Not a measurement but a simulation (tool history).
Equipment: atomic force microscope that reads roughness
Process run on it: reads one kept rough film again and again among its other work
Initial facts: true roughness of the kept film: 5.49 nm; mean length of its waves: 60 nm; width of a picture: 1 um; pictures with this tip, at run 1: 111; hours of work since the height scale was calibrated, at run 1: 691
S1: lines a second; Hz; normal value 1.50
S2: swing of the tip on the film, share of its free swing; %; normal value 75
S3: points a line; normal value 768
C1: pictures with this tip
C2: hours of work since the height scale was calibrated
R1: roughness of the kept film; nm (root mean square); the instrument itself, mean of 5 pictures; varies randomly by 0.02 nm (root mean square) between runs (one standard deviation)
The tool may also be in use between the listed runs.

run,hour,S1,S2,S3,C1,C2,R1
1,0.0,1.50,75,768,111,691,5.009
# hour 13.6: new tip fitted
2,62.0,1.50,75,600,58,716,5.023
# hour 117.3: new tip fitted
3,128.9,3.26,75,768,14,743,4.806
# hour 217.7: new tip fitted
4,217.7,3.26,75,768,0,780,4.799
5,255.7,1.50,65,768,46,795,5.077
# hour 318.1: new tip fitted
6,318.1,1.50,75,768,0,821,4.998
7,398.7,1.50,75,768,98,854,4.984
# hour 420.6: new tip fitted
8,485.7,1.50,75,768,78,889,4.997
# hour 524.1: new tip fitted
9,532.9,1.50,75,768,11,908,4.961
10,609.9,1.50,75,768,104,940,4.977
# hour 629.2: new tip fitted
11,693.8,1.50,56,768,78,974,5.118
# hour 733.2: new tip fitted
12,777.0,1.50,56,768,53,1008,5.152
13,820.7,1.50,56,329,106,1026,5.117
# hour 837.1: new tip fitted
14,892.4,1.50,56,329,67,1056,5.102
# hour 937.6: new tip fitted
15,955.8,1.50,56,329,22,1081,5.115
16,1016.5,1.50,56,329,95,1106,5.133
# hour 1042.4: new tip fitted
17,1101.2,1.50,70,329,71,1141,5.020
# hour 1144.1: new tip fitted
18,1144.1,1.50,75,768,0,1158,4.978
19,1225.3,1.50,75,768,99,1192,5.014
# hour 1249.0: new tip fitted
20,1281.8,1.50,75,768,39,1215,5.014
21,1320.0,1.50,75,768,85,1230,4.980
# hour 1354.1: new tip fitted
22,1367.3,1.50,75,768,16,1250,4.970
23,1411.0,1.50,75,768,69,1268,5.000
# hour 1454.7: new tip fitted
24,1489.3,0.73,75,768,42,1300,5.113
25,1551.7,1.50,75,768,118,1325,4.989
# hour 1559.0: new tip fitted
26,1638.7,1.50,75,903,96,1361,4.992
# hour 1660.4: new tip fitted
27,1704.5,0.61,75,1000,53,1388,5.123
# hour 1762.5: new tip fitted
28,1762.5,0.61,75,1000,0,1411,5.075
29,1833.6,0.66,60,296,86,1440,5.116
# hour 1866.1: new tip fitted
30,1899.6,2.54,56,594,41,1467,5.049
31,1955.6,1.50,58,263,109,1490,5.077
# hour 1967.2: new tip fitted
32,2010.3,2.79,60,768,52,1513,5.013
33,2050.9,1.39,78,768,101,1529,4.961
# hour 2071.1: new tip fitted
34,2104.0,1.39,56,606,40,1551,5.117
35,2145.0,0.75,80,325,90,1568,5.007
# hour 2171.6: new tip fitted
36,2185.5,0.75,80,325,17,1584,5.039
37,2235.4,1.19,75,841,77,1605,5.054
# hour 2272.7: new tip fitted
38,2308.7,1.19,75,841,43,1635,5.034
39,2366.4,1.19,75,841,113,1658,5.043
# hour 2380.4: new tip fitted
40,2410.3,2.31,78,525,36,1676,4.880
# hour 2483.9: new tip fitted
41,2483.9,2.31,78,525,0,1706,4.877
42,2550.5,2.26,63,598,81,1733,5.050
# hour 2586.0: new tip fitted
43,2638.2,2.71,60,768,63,1769,5.042
# hour 2691.0: new tip fitted
44,2705.4,2.71,60,768,18,1797,5.054
45,2775.8,1.00,60,275,103,1826,5.111
# hour 2794.0: new tip fitted
46,2861.4,1.00,60,275,82,1861,5.124
# hour 2894.9: new tip fitted
47,2944.0,1.00,60,275,59,1894,5.111
# hour 2998.7: new tip fitted
48,3001.5,1.00,60,275,3,1918,5.131
49,3081.9,0.73,68,370,100,1951,5.091
# hour 3101.9: new tip fitted
50,3159.2,2.66,74,375,69,1982,4.900

Below are 3 alternative next runs, each starting from the tool's condition after run 50. Predict each:
# hour 3206.1: new tip fitted
A,3236.3,3.83,61,1019,37,2014,?
# hour 3206.1: new tip fitted
B,3236.3,2.71,77,375,37,2014,?
# hour 3206.1: new tip fitted
C,3236.3,2.66,69,788,37,2014,?

run,R1
A,4.977
B,4.836
C,4.943
With no hidden state in the tool, these same runs would have given:
run,R1
A,4.982
B,4.841
C,4.948
